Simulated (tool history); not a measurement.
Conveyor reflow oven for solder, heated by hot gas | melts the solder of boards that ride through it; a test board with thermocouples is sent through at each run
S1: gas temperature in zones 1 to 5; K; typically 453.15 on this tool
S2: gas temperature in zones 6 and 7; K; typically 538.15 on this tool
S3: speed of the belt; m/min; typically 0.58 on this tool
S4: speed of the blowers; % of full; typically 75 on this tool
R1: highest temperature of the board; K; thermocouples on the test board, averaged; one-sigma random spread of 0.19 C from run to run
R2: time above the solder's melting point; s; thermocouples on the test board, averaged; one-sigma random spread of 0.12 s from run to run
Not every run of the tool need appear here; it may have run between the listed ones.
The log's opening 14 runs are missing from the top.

run 15 hour=146.5 | S1=453.15 S2=538.15 S3=0.58 S4=75 | R1=526.65 R2=67.1
run 16 hour=163.3 | S1=456.15 S2=553.15 S3=0.58 S4=75 | R1=540.85 R2=75.6
run 17 hour=172.2 | S1=450.15 S2=530.15 S3=0.577 S4=75 | R1=519.65 R2=60.8
run 18 hour=186.4 | S1=447.15 S2=543.15 S3=0.572 S4=52 | R1=525.55 R2=63
run 19 hour=202.7 | S1=443.15 S2=538.15 S3=0.58 S4=75 | R1=525.45 R2=62.2
run 20 hour=218.8 | S1=443.15 S2=538.15 S3=0.58 S4=85 | R1=527.35 R2=63.7
run 21 hour=232.1 | S1=462.15 S2=527.15 S3=0.58 S4=85 | R1=519.35 R2=66.9
run 22 hour=246.7 | S1=462.15 S2=527.15 S3=0.58 S4=85 | R1=519.25 R2=66.6
run 23 hour=255.6 | S1=447.15 S2=528.15 S3=0.603 S4=56 | R1=511.85 R2=47.2
run 24 hour=269 | S1=453.15 S2=534.15 S3=0.501 S4=75 | R1=525.85 R2=78.4
run 25 hour=284 | S1=455.15 S2=535.15 S3=0.495 S4=59 | R1=525.45 R2=78.9
run 26 hour=295.1 | S1=455.15 S2=535.15 S3=0.495 S4=59 | R1=524.95 R2=78.9
run 27 hour=304.8 | S1=452.15 S2=550.15 S3=0.564 S4=79 | R1=538.55 R2=75.7
run 28 hour=316.1 | S1=452.15 S2=550.15 S3=0.564 S4=79 | R1=538.85 R2=75.7
run 29 hour=332.9 | S1=446.15 S2=550.15 S3=0.528 S4=79 | R1=539.95 R2=79.6
run 30 hour=349.2 | S1=444.15 S2=535.15 S3=0.516 S4=79 | R1=526.15 R2=72.7

Forecast each of these 4 alternatives for the next run:
run A hour=363.1 | S1=453.15 S2=539.15 S3=0.58 S4=71 | R1=? R2=?
run B hour=363.1 | S1=450.15 S2=550.15 S3=0.648 S4=79 | R1=? R2=?
run C hour=363.1 | S1=458.15 S2=546.15 S3=0.612 S4=75 | R1=? R2=?
run D hour=363.1 | S1=453.15 S2=538.15 S3=0.593 S4=75 | R1=? R2=?

run=A R1=526.55 R2=66.9
run=B R1=534.25 R2=62.4
run=C R1=532.85 R2=69
run=D R1=525.75 R2=64.7
What these runs would have given with no unlogged condition in the tool:
run=A R1=527.55 R2=67.1
run=B R1=535.55 R2=62.5
run=C R1=534.05 R2=69
run=D R1=526.85 R2=65
